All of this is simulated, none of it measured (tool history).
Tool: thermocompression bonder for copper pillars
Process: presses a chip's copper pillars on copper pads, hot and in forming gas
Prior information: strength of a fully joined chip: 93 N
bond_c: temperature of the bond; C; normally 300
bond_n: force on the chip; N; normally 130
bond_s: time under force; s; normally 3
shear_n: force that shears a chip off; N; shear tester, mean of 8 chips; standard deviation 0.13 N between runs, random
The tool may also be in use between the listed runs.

run	hour	bond_c	bond_n	bond_s	shear_n
1	0	300	130	3	42.3
2	22.1	300	130	3	42.5
3	44.6	302	130	3	43.1
4	74.6	302	130	3	43
5	104	302	130	3	43.4
6	121.7	302	130	3	42.9
7	150	296	130	3	40.7
8	179.6	300	129	3	42
9	211.8	300	130	3	42.3
10	232.5	300	130	3	42.4
11	252.5	300	130	3	42
12	278.6	322	131	3	50.6
13	295.3	303	136	3	44.7
14	315.5	299	130	5	50.1

For run 15, what comes out?
15	337	299	130	5	?

{"run 15": {"shear_n": 50.2}}
Take away the tool's hidden state, keep the run-to-run variation as it was, and the same run would have given shear_n 50.5 N.

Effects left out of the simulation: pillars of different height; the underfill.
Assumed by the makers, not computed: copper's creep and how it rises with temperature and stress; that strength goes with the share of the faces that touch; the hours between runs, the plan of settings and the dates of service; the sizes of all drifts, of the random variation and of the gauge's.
